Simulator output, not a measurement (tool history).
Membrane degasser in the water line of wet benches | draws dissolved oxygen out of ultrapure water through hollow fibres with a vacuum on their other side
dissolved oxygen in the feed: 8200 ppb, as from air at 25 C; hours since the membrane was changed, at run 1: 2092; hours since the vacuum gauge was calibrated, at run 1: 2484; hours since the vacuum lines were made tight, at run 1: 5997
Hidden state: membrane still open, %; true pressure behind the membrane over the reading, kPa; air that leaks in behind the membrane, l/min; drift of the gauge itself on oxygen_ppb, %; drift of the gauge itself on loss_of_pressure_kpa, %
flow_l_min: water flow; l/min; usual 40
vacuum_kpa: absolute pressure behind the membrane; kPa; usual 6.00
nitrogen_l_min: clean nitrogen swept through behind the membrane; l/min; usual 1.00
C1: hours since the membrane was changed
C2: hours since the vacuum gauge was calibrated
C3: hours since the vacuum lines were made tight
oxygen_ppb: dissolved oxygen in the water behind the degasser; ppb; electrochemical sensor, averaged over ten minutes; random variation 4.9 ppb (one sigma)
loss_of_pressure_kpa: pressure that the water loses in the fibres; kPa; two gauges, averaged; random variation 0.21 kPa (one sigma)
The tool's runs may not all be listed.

run 1 hour=0.0 | flow_l_min=40 vacuum_kpa=6.00 nitrogen_l_min=1.00 | C1=2092 C2=2484 C3=5997 | oxygen_ppb=498.1 loss_of_pressure_kpa=49.96
run 2 hour=35.9 | flow_l_min=40 vacuum_kpa=6.00 nitrogen_l_min=1.00 | C1=2128 C2=2520 C3=6033 | oxygen_ppb=491.3 loss_of_pressure_kpa=49.30
run 3 hour=86.3 | flow_l_min=40 vacuum_kpa=6.00 nitrogen_l_min=1.00 | C1=2178 C2=2570 C3=6083 | oxygen_ppb=504.0 loss_of_pressure_kpa=49.93
run 4 hour=130.1 | flow_l_min=40 vacuum_kpa=3.99 nitrogen_l_min=1.00 | C1=2222 C2=2614 C3=6127 | oxygen_ppb=344.9 loss_of_pressure_kpa=49.94
run 5 hour=156.3 | flow_l_min=40 vacuum_kpa=6.00 nitrogen_l_min=1.00 | C1=2248 C2=2640 C3=6153 | oxygen_ppb=502.1 loss_of_pressure_kpa=49.98
run 6 hour=216.8 | flow_l_min=40 vacuum_kpa=6.00 nitrogen_l_min=1.00 | C1=2309 C2=2700 C3=6214 | oxygen_ppb=500.3 loss_of_pressure_kpa=49.66
run 7 hour=263.2 | flow_l_min=40 vacuum_kpa=6.00 nitrogen_l_min=1.00 | C1=2355 C2=2747 C3=6260 | oxygen_ppb=499.8 loss_of_pressure_kpa=49.79
run 8 hour=318.2 | flow_l_min=40 vacuum_kpa=6.00 nitrogen_l_min=1.00 | C1=2410 C2=2802 C3=6315 | oxygen_ppb=500.1 loss_of_pressure_kpa=49.63
run 9 hour=349.3 | flow_l_min=40 vacuum_kpa=6.00 nitrogen_l_min=1.00 | C1=2441 C2=2833 C3=6346 | oxygen_ppb=505.5 loss_of_pressure_kpa=49.98
run 10 hour=400.0 | flow_l_min=40 vacuum_kpa=6.00 nitrogen_l_min=1.07 | C1=2492 C2=2884 C3=6397 | oxygen_ppb=491.1 loss_of_pressure_kpa=49.73
run 11 hour=456.6 | flow_l_min=40 vacuum_kpa=6.43 nitrogen_l_min=1.00 | C1=2549 C2=2940 C3=6454 | oxygen_ppb=536.2 loss_of_pressure_kpa=49.76
run 12 hour=514.5 | flow_l_min=40 vacuum_kpa=6.43 nitrogen_l_min=1.00 | C1=2607 C2=2998 C3=6511 | oxygen_ppb=521.4 loss_of_pressure_kpa=50.15
run 13 hour=573.8 | flow_l_min=40 vacuum_kpa=6.43 nitrogen_l_min=2.23 | C1=2666 C2=3057 C3=6571 | oxygen_ppb=416.5 loss_of_pressure_kpa=49.93
run 14 hour=624.6 | flow_l_min=40 vacuum_kpa=6.43 nitrogen_l_min=2.23 | C1=2717 C2=3108 C3=6621 | oxygen_ppb=416.6 loss_of_pressure_kpa=49.90
run 15 hour=681.6 | flow_l_min=40 vacuum_kpa=6.43 nitrogen_l_min=2.23 | C1=2774 C2=3165 C3=6678 | oxygen_ppb=411.1 loss_of_pressure_kpa=49.86
run 16 hour=739.2 | flow_l_min=40 vacuum_kpa=6.43 nitrogen_l_min=2.23 | C1=2831 C2=3223 C3=6736 | oxygen_ppb=416.9 loss_of_pressure_kpa=50.02
run 17 hour=792.8 | flow_l_min=40 vacuum_kpa=6.43 nitrogen_l_min=2.23 | C1=2885 C2=3276 C3=6790 | oxygen_ppb=418.8 loss_of_pressure_kpa=49.71
run 18 hour=839.1 | flow_l_min=29 vacuum_kpa=12.34 nitrogen_l_min=0.80 | C1=2931 C2=3323 C3=6836 | oxygen_ppb=796.6 loss_of_pressure_kpa=35.76
run 19 hour=893.1 | flow_l_min=58 vacuum_kpa=6.57 nitrogen_l_min=1.00 | C1=2985 C2=3377 C3=6890 | oxygen_ppb=840.8 loss_of_pressure_kpa=72.25
-- hour=953.2 seals of the vacuum lines changed
run 20 hour=953.2 | flow_l_min=58 vacuum_kpa=6.57 nitrogen_l_min=1.00 | C1=3043 C2=3435 C3=0 | oxygen_ppb=831.3 loss_of_pressure_kpa=72.09
-- hour=974.2 vacuum gauge calibrated
run 21 hour=1011.0 | flow_l_min=30 vacuum_kpa=7.52 nitrogen_l_min=2.89 | C1=3101 C2=37 C3=57 | oxygen_ppb=280.2 loss_of_pressure_kpa=37.40
run 22 hour=1070.9 | flow_l_min=47 vacuum_kpa=4.80 nitrogen_l_min=2.79 | C1=3160 C2=97 C3=117 | oxygen_ppb=432.1 loss_of_pressure_kpa=58.69
run 23 hour=1101.6 | flow_l_min=47 vacuum_kpa=4.80 nitrogen_l_min=2.79 | C1=3191 C2=127 C3=148 | oxygen_ppb=444.4 loss_of_pressure_kpa=58.61
run 24 hour=1158.6 | flow_l_min=39 vacuum_kpa=7.81 nitrogen_l_min=1.60 | C1=3248 C2=184 C3=205 | oxygen_ppb=513.0 loss_of_pressure_kpa=48.93
run 25 hour=1185.8 | flow_l_min=33 vacuum_kpa=3.79 nitrogen_l_min=0.53 | C1=3275 C2=212 C3=232 | oxygen_ppb=280.4 loss_of_pressure_kpa=41.45
run 26 hour=1237.4 | flow_l_min=41 vacuum_kpa=3.79 nitrogen_l_min=0.53 | C1=3327 C2=263 C3=284 | oxygen_ppb=383.2 loss_of_pressure_kpa=51.41
run 27 hour=1283.5 | flow_l_min=41 vacuum_kpa=3.79 nitrogen_l_min=0.53 | C1=3373 C2=309 C3=330 | oxygen_ppb=387.2 loss_of_pressure_kpa=51.07
run 28 hour=1328.4 | flow_l_min=41 vacuum_kpa=3.79 nitrogen_l_min=0.53 | C1=3418 C2=354 C3=375 | oxygen_ppb=387.5 loss_of_pressure_kpa=51.41

Forecast each of these 3 alternatives for the next run:
run A hour=1357.9 | flow_l_min=39 vacuum_kpa=4.25 nitrogen_l_min=1.68 | C1=3447 C2=384 C3=404 | oxygen_ppb=? loss_of_pressure_kpa=?
run B hour=1357.9 | flow_l_min=40 vacuum_kpa=3.90 nitrogen_l_min=1.00 | C1=3447 C2=384 C3=404 | oxygen_ppb=? loss_of_pressure_kpa=?
run C hour=1357.9 | flow_l_min=41 vacuum_kpa=13.75 nitrogen_l_min=1.05 | C1=3447 C2=384 C3=404 | oxygen_ppb=? loss_of_pressure_kpa=?

run=A oxygen_ppb=336.2 loss_of_pressure_kpa=49.03
run=B oxygen_ppb=350.5 loss_of_pressure_kpa=49.81
run=C oxygen_ppb=1013.9 loss_of_pressure_kpa=51.12
Without the tool's hidden state the same runs would have given:
run=A oxygen_ppb=319.6 loss_of_pressure_kpa=48.20
run=B oxygen_ppb=333.0 loss_of_pressure_kpa=48.97
run=C oxygen_ppb=998.6 loss_of_pressure_kpa=50.25

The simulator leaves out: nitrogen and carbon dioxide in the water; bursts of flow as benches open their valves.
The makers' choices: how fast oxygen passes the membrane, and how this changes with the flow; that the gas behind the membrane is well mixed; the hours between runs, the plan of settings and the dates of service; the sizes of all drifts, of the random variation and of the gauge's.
